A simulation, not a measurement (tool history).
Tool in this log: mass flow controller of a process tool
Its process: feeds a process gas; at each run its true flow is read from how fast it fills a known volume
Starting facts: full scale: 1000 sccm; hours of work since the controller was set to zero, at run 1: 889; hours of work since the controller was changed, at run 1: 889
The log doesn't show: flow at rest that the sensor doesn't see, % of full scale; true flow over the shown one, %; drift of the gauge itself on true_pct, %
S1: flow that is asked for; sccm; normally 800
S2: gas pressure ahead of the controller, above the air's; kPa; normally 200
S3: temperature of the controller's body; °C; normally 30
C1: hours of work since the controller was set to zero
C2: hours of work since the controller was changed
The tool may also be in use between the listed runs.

{"run": 1, "hour": 0.0, "S1": 800, "S2": 200, "S3": 30, "C1": 889, "C2": 889, "true flow (%)": 99.09}
{"run": 2, "hour": 55.3, "S1": 800, "S2": 200, "S3": 30, "C1": 928, "C2": 928, "true flow (%)": 99.26}
{"run": 3, "hour": 106.4, "S1": 442, "S2": 200, "S3": 30, "C1": 964, "C2": 964, "true flow (%)": 98.5}
{"run": 4, "hour": 178.3, "S1": 800, "S2": 200, "S3": 24, "C1": 1014, "C2": 1014, "true flow (%)": 99.83}
{"run": 5, "hour": 249.5, "S1": 800, "S2": 200, "S3": 30, "C1": 1063, "C2": 1063, "true flow (%)": 99.73}
{"run": 6, "hour": 344.9, "S1": 800, "S2": 200, "S3": 30, "C1": 1130, "C2": 1130, "true flow (%)": 99.81}
{"run": 7, "hour": 418.1, "S1": 800, "S2": 200, "S3": 30, "C1": 1181, "C2": 1181, "true flow (%)": 99.87}
{"run": 8, "hour": 510.3, "S1": 800, "S2": 200, "S3": 30, "C1": 1245, "C2": 1245, "true flow (%)": 100.1}
{"run": 9, "hour": 608.5, "S1": 800, "S2": 200, "S3": 30, "C1": 1314, "C2": 1314, "true flow (%)": 100.09}
{"run": 10, "hour": 655.5, "S1": 800, "S2": 200, "S3": 32, "C1": 1347, "C2": 1347, "true flow (%)": 100.12}
{"run": 11, "hour": 723.2, "S1": 800, "S2": 200, "S3": 32, "C1": 1394, "C2": 1394, "true flow (%)": 100.23}
{"run": 12, "hour": 773.8, "S1": 800, "S2": 200, "S3": 32, "C1": 1429, "C2": 1429, "true flow (%)": 100.35}
{"run": 13, "hour": 852.4, "S1": 800, "S2": 200, "S3": 32, "C1": 1484, "C2": 1484, "true flow (%)": 100.43}
{"run": 14, "hour": 895.1, "S1": 800, "S2": 200, "S3": 32, "C1": 1514, "C2": 1514, "true flow (%)": 100.56}
{"run": 15, "hour": 987.5, "S1": 800, "S2": 200, "S3": 32, "C1": 1578, "C2": 1578, "true flow (%)": 100.7}
{"hour": 995.4, "done": "gauge calibrated"}
{"run": 16, "hour": 1057.8, "S1": 800, "S2": 200, "S3": 30, "C1": 1627, "C2": 1627, "true flow (%)": 99.33}
{"run": 17, "hour": 1126.8, "S1": 256, "S2": 200, "S3": 30, "C1": 1676, "C2": 1676, "true flow (%)": 97.97}
{"run": 18, "hour": 1204.4, "S1": 256, "S2": 200, "S3": 30, "C1": 1730, "C2": 1730, "true flow (%)": 98.23}
{"run": 19, "hour": 1279.8, "S1": 217, "S2": 200, "S3": 30, "C1": 1782, "C2": 1782, "true flow (%)": 98.14}
{"run": 20, "hour": 1319.5, "S1": 217, "S2": 200, "S3": 30, "C1": 1810, "C2": 1810, "true flow (%)": 98.33}
{"run": 21, "hour": 1365.5, "S1": 800, "S2": 229, "S3": 30, "C1": 1842, "C2": 1842, "true flow (%)": 99.65}
{"run": 22, "hour": 1453.8, "S1": 297, "S2": 164, "S3": 31, "C1": 1904, "C2": 1904, "true flow (%)": 98.82}
{"run": 23, "hour": 1495.1, "S1": 263, "S2": 164, "S3": 25, "C1": 1933, "C2": 1933, "true flow (%)": 99.01}
{"run": 24, "hour": 1575.0, "S1": 309, "S2": 188, "S3": 30, "C1": 1988, "C2": 1988, "true flow (%)": 99}
{"run": 25, "hour": 1660.8, "S1": 309, "S2": 188, "S3": 30, "C1": 2048, "C2": 2048, "true flow (%)": 99.07}
{"run": 26, "hour": 1751.8, "S1": 309, "S2": 188, "S3": 30, "C1": 2112, "C2": 2112, "true flow (%)": 99.19}
{"run": 27, "hour": 1837.8, "S1": 649, "S2": 277, "S3": 32, "C1": 2172, "C2": 2172, "true flow (%)": 99.78}
{"run": 28, "hour": 1919.6, "S1": 220, "S2": 200, "S3": 21, "C1": 2229, "C2": 2229, "true flow (%)": 99.67}
{"run": 29, "hour": 1988.8, "S1": 800, "S2": 277, "S3": 38, "C1": 2277, "C2": 2277, "true flow (%)": 100.16}
{"run": 30, "hour": 2059.5, "S1": 188, "S2": 200, "S3": 30, "C1": 2326, "C2": 2326, "true flow (%)": 99.26}
{"run": 31, "hour": 2147.8, "S1": 421, "S2": 200, "S3": 26, "C1": 2388, "C2": 2388, "true flow (%)": 100.18}
{"run": 32, "hour": 2198.5, "S1": 421, "S2": 200, "S3": 26, "C1": 2423, "C2": 2423, "true flow (%)": 100.31}
{"run": 33, "hour": 2285.8, "S1": 445, "S2": 155, "S3": 31, "C1": 2484, "C2": 2484, "true flow (%)": 100.27}
{"run": 34, "hour": 2370.2, "S1": 144, "S2": 140, "S3": 28, "C1": 2543, "C2": 2543, "true flow (%)": 99.9}
{"run": 35, "hour": 2456.6, "S1": 144, "S2": 140, "S3": 28, "C1": 2603, "C2": 2603, "true flow (%)": 100.13}
{"run": 36, "hour": 2506.8, "S1": 463, "S2": 272, "S3": 28, "C1": 2638, "C2": 2638, "true flow (%)": 100.58}
{"run": 37, "hour": 2579.1, "S1": 463, "S2": 207, "S3": 28, "C1": 2689, "C2": 2689, "true flow (%)": 100.85}
{"run": 38, "hour": 2673.6, "S1": 568, "S2": 175, "S3": 35, "C1": 2755, "C2": 2755, "true flow (%)": 101.14}
{"run": 39, "hour": 2758.1, "S1": 191, "S2": 200, "S3": 40, "C1": 2814, "C2": 2814, "true flow (%)": 99.86}
{"run": 40, "hour": 2840.1, "S1": 200, "S2": 200, "S3": 40, "C1": 2871, "C2": 2871, "true flow (%)": 100.05}
{"run": 41, "hour": 2906.5, "S1": 800, "S2": 200, "S3": 35, "C1": 2917, "C2": 2917, "true flow (%)": 101.81}
{"run": 42, "hour": 2993.1, "S1": 936, "S2": 183, "S3": 35, "C1": 2978, "C2": 2978, "true flow (%)": 102.37}

Results per run with the tool's hidden condition removed, run-to-run variation unchanged:
run=1 true_flow_(%)=99.09
run=2 true_flow_(%)=99.18
run=3 true_flow_(%)=98.33
run=4 true_flow_(%)=99.55
run=5 true_flow_(%)=99.34
run=6 true_flow_(%)=99.28
run=7 true_flow_(%)=99.22
run=8 true_flow_(%)=99.31
run=9 true_flow_(%)=99.15
run=10 true_flow_(%)=99.1
run=11 true_flow_(%)=99.11
run=12 true_flow_(%)=99.15
run=13 true_flow_(%)=99.11
run=14 true_flow_(%)=99.17
run=15 true_flow_(%)=99.17
run=16 true_flow_(%)=99.24
run=17 true_flow_(%)=97.77
run=18 true_flow_(%)=97.9
run=19 true_flow_(%)=97.7
run=20 true_flow_(%)=97.83
run=21 true_flow_(%)=99.08
run=22 true_flow_(%)=98.12
run=23 true_flow_(%)=98.24
run=24 true_flow_(%)=98.11
run=25 true_flow_(%)=98.05
run=26 true_flow_(%)=98.02
run=27 true_flow_(%)=98.48
run=28 true_flow_(%)=98.25
run=29 true_flow_(%)=98.63
run=30 true_flow_(%)=97.63
run=31 true_flow_(%)=98.41
run=32 true_flow_(%)=98.45
run=33 true_flow_(%)=98.29
run=34 true_flow_(%)=97.79
run=35 true_flow_(%)=97.89
run=36 true_flow_(%)=98.26
run=37 true_flow_(%)=98.41
run=38 true_flow_(%)=98.55
run=39 true_flow_(%)=97.17
run=40 true_flow_(%)=97.24
run=41 true_flow_(%)=98.86
run=42 true_flow_(%)=99.28

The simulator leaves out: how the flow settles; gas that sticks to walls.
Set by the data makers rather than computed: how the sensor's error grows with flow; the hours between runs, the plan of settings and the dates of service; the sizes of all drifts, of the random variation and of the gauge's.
